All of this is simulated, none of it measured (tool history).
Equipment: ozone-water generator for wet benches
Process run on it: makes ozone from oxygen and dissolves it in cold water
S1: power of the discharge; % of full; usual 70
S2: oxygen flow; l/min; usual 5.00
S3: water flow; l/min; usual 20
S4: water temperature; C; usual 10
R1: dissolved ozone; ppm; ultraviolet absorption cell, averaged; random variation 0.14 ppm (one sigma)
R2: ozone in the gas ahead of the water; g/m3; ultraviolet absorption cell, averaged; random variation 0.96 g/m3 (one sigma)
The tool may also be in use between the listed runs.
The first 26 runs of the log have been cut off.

{"run": 27, "day": 74.812, "S1": 70, "S2": 3.84, "S3": 20, "S4": 13, "R1": 12.6, "R2": 166.4}
{"run": 28, "day": 78.338, "S1": 70, "S2": 3.84, "S3": 20, "S4": 13, "R1": 12.8, "R2": 167.4}
{"run": 29, "day": 81.054, "S1": 70, "S2": 8.44, "S3": 20, "S4": 10, "R1": 14.4, "R2": 114.9}
{"run": 30, "day": 83.667, "S1": 70, "S2": 8.44, "S3": 20, "S4": 10, "R1": 14.1, "R2": 115.0}
{"run": 31, "day": 87.508, "S1": 41, "S2": 8.44, "S3": 21, "S4": 14, "R1": 9.1, "R2": 83.0}
{"run": 32, "day": 90.979, "S1": 70, "S2": 5.0, "S3": 20, "S4": 6, "R1": 14.0, "R2": 147.6}
{"run": 33, "day": 93.4, "S1": 70, "S2": 5.0, "S3": 20, "S4": 6, "R1": 14.2, "R2": 147.0}
{"run": 34, "day": 96.446, "S1": 56, "S2": 5.09, "S3": 20, "S4": 10, "R1": 12.0, "R2": 126.2}

Here are 3 independent what-if runs from the current tool condition. What would each one return?
{"run": "A", "day": 98.246, "S1": 68, "S2": 7.23, "S3": 28, "S4": 10, "R1": "?", "R2": "?"}
{"run": "B", "day": 98.246, "S1": 41, "S2": 5.09, "S3": 14, "S4": 10, "R1": "?", "R2": "?"}
{"run": "C", "day": 98.246, "S1": 56, "S2": 5.0, "S3": 14, "S4": 16, "R1": "?", "R2": "?"}

run=A R1=9.8 R2=120.6
run=B R1=13.6 R2=105.3
run=C R1=14.8 R2=126.9
What these runs would have given with no unlogged condition in the tool:
run=A R1=12.4 R2=134.2
run=B R1=16.1 R2=113.1
run=C R1=18.0 R2=139.5

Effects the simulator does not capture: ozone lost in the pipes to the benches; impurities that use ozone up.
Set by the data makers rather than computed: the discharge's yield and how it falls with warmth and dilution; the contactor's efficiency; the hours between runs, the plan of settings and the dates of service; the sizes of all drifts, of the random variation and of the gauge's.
